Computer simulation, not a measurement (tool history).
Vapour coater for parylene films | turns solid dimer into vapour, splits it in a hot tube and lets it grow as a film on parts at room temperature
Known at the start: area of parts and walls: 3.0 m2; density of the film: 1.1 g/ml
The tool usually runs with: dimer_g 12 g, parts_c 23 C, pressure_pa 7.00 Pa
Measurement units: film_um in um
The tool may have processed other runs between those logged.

{"run": 1, "hour": 0.0, "dimer_g": 12, "parts_c": 23, "pressure_pa": 7.0, "film_um": 1.657}
{"run": 2, "hour": 40.7, "dimer_g": 12, "parts_c": 23, "pressure_pa": 7.0, "film_um": 1.679}
{"run": 3, "hour": 82.2, "dimer_g": 12, "parts_c": 23, "pressure_pa": 7.0, "film_um": 1.675}
{"run": 4, "hour": 110.3, "dimer_g": 12, "parts_c": 23, "pressure_pa": 8.5, "film_um": 1.626}
{"hour": 139.7, "done": "trap's valve overhauled"}
{"run": 5, "hour": 169.5, "dimer_g": 12, "parts_c": 23, "pressure_pa": 8.5, "film_um": 1.769}
{"run": 6, "hour": 210.5, "dimer_g": 12, "parts_c": 23, "pressure_pa": 8.5, "film_um": 1.765}
{"run": 7, "hour": 237.3, "dimer_g": 12, "parts_c": 23, "pressure_pa": 8.5, "film_um": 1.765}
{"run": 8, "hour": 293.9, "dimer_g": 12, "parts_c": 23, "pressure_pa": 8.5, "film_um": 1.75}
{"run": 9, "hour": 344.6, "dimer_g": 12, "parts_c": 18, "pressure_pa": 7.0, "film_um": 2.046}
{"run": 10, "hour": 378.2, "dimer_g": 12, "parts_c": 18, "pressure_pa": 7.0, "film_um": 2.028}
{"run": 11, "hour": 431.9, "dimer_g": 12, "parts_c": 23, "pressure_pa": 9.58, "film_um": 1.694}
{"run": 12, "hour": 471.0, "dimer_g": 12, "parts_c": 23, "pressure_pa": 9.58, "film_um": 1.683}
{"run": 13, "hour": 516.4, "dimer_g": 6, "parts_c": 23, "pressure_pa": 4.74, "film_um": 0.892}
{"run": 14, "hour": 548.3, "dimer_g": 12, "parts_c": 23, "pressure_pa": 2.48, "film_um": 1.914}
{"run": 15, "hour": 583.1, "dimer_g": 12, "parts_c": 19, "pressure_pa": 8.65, "film_um": 1.9}
{"run": 16, "hour": 636.2, "dimer_g": 6, "parts_c": 23, "pressure_pa": 6.44, "film_um": 0.866}
{"run": 17, "hour": 696.8, "dimer_g": 12, "parts_c": 33, "pressure_pa": 7.0, "film_um": 1.269}
{"run": 18, "hour": 739.8, "dimer_g": 12, "parts_c": 33, "pressure_pa": 7.0, "film_um": 1.264}
{"run": 19, "hour": 765.1, "dimer_g": 12, "parts_c": 24, "pressure_pa": 2.67, "film_um": 1.772}
{"run": 20, "hour": 819.0, "dimer_g": 12, "parts_c": 24, "pressure_pa": 2.67, "film_um": 1.769}
{"hour": 858.6, "done": "trap's valve overhauled"}
{"run": 21, "hour": 863.7, "dimer_g": 12, "parts_c": 32, "pressure_pa": 3.94, "film_um": 1.483}
{"run": 22, "hour": 904.8, "dimer_g": 13, "parts_c": 24, "pressure_pa": 7.64, "film_um": 1.882}
{"run": 23, "hour": 958.3, "dimer_g": 7, "parts_c": 17, "pressure_pa": 2.61, "film_um": 1.378}

Consider 3 possible next runs. They are alternatives, not a sequence: every one starts from the tool as it was left by run 23. What does each give?
{"run": "A", "hour": 1002.8, "dimer_g": 12, "parts_c": 17, "pressure_pa": 3.79, "film_um": "?"}
{"run": "B", "hour": 1002.8, "dimer_g": 7, "parts_c": 22, "pressure_pa": 3.76, "film_um": "?"}
{"run": "C", "hour": 1002.8, "dimer_g": 6, "parts_c": 23, "pressure_pa": 7.0, "film_um": "?"}

run=A film_um=2.280
run=B film_um=1.151
run=C film_um=0.913
Without the tool's unlogged condition, the same runs would have read:
run=A film_um=2.300
run=B film_um=1.161
run=C film_um=0.921

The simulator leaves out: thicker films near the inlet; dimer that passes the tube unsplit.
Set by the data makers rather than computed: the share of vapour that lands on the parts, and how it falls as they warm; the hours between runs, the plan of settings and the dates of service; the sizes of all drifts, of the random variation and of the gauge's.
